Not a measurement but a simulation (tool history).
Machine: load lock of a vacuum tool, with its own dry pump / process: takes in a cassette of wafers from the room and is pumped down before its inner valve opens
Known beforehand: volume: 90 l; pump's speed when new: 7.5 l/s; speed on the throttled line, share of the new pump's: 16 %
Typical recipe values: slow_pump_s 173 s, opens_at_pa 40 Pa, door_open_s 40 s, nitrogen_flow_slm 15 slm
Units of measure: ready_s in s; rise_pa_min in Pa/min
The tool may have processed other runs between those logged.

run	hour	slow_pump_s	opens_at_pa	door_open_s	nitrogen_flow_slm	incoming humidity of the room's air, %	ready_s	rise_pa_min
1	0.0	173	40	40	15	44.4	239.2	0.013
2	91.2	173	40	40	15	47.4	239.5	0.017
3	234.5	173	40	176	15	44.5	239.8	0.047
4	357.1	173	40	176	25	42.5	240.1	0.037
5	508.3	173	40	176	25	46.4	240.0	0.045
6	667.9	173	40	176	25	45.8	239.0	0.034
7	852.5	173	40	176	25	44.1	239.3	0.042
8	965.6	173	40	176	25	42.4	240.1	0.039
9	1105.6	173	40	176	25	46.0	239.3	0.041
10	1309.8	173	40	40	13	42.1	239.0	0.017
11	1486.8	173	40	40	13	44.3	239.4	0.018
12	1595.6	173	40	40	15	46.6	240.0	0.018
13	1721.2	173	40	40	15	45.0	239.1	0.019
14	1897.5	173	40	40	15	42.9	240.3	0.018
15	2024.9	173	40	40	15	42.4	239.7	0.015
16	2152.4	144	40	40	15	46.5	215.3	0.023
17	2307.2	144	40	40	15	42.5	216.3	0.013
18	2482.8	173	40	40	15	44.1	239.5	0.018
19	2658.8	173	40	45	15	45.2	239.0	0.021
20	2762.5	135	40	40	11	41.6	207.3	0.022

Estimate the outcome of run 21 from the log above:
21	2940.2	135	40	40	13	43.1	?	?

{"run 21": {"ready_s": 207.7, "rise_pa_min": 0.023}}
Had the tool carried no hidden state, the very same run would have given ready_s 207.7 s, rise_pa_min 0.020 Pa/min.

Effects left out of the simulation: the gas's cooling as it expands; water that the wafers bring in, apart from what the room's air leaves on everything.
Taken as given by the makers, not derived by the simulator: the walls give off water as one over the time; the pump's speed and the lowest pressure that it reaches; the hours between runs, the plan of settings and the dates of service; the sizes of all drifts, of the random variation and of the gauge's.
